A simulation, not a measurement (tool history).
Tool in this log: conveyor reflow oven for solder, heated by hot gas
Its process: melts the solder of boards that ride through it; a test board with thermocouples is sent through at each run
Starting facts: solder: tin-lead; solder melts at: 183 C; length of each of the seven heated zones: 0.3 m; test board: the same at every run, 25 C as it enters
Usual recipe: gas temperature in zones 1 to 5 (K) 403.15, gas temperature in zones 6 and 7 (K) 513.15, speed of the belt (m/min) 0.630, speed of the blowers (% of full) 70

run   hour  gas temperature in zones 1 to 5 (K)  gas temperature in zones 6 and 7 (K)  speed of the belt (m/min)  speed of the blowers (% of full)  highest temperature of the board (K)  time above the solder's melting point (s)
  1    0.0                               403.15                                513.15                      0.630                                70                                497.65                                       45.1
  2   24.5                               403.15                                513.15                      0.630                                70                                497.75                                       45.1
  3   60.8                               403.15                                513.15                      0.630                                70                                497.05                                       45.1
      80.0  -- thermocouples of zones 6 and 7 changed
  4   88.8                               403.15                                513.15                      0.630                                70                                493.45                                       43.0
  5  142.5                               403.15                                513.15                      0.630                                70                                493.15                                       43.1
  6  168.3                               403.15                                513.15                      0.630                                70                                493.15                                       43.1
  7  205.8                               403.15                                513.15                      0.630                                70                                493.05                                       43.0
  8  250.3                               403.15                                513.15                      0.630                                70                                493.15                                       42.6
  9  276.5                               403.15                                513.15                      0.630                                70                                492.85                                       42.7
 10  307.0                               403.15                                513.15                      0.630                                57                                489.05                                       39.8
 11  358.2                               403.15                                513.15                      0.630                                57                                488.75                                       40.0
 12  388.0                               403.15                                513.15                      0.630                                57                                488.65                                       39.9
 13  441.7                               403.15                                513.15                      0.630                                60                                489.95                                       40.3
 14  473.1                               403.15                                513.15                      0.630                                70                                492.55                                       42.4
 15  522.5                               403.15                                513.15                      0.630                                70                                492.15                                       42.3
 16  552.0                               392.15                                513.15                      0.566                                63                                492.35                                       44.8
 17  596.9                               403.15                                513.15                      0.689                                56                                483.75                                       32.6
 18  652.7                               411.15                                504.15                      0.504                                56                                489.95                                       54.7

Expected results for the next run?
 19  678.7                               394.15                                513.15                      0.532                                87                                     ?                                          ?

{"run 19": {"highest temperature of the board (K)": 500.05, "time above the solder's melting point (s)": 54.0}}
If the tool had no hidden condition, the same run with the same run-to-run variation would have returned highest temperature of the board (K) 501.85, time above the solder's melting point (s) 54.1.

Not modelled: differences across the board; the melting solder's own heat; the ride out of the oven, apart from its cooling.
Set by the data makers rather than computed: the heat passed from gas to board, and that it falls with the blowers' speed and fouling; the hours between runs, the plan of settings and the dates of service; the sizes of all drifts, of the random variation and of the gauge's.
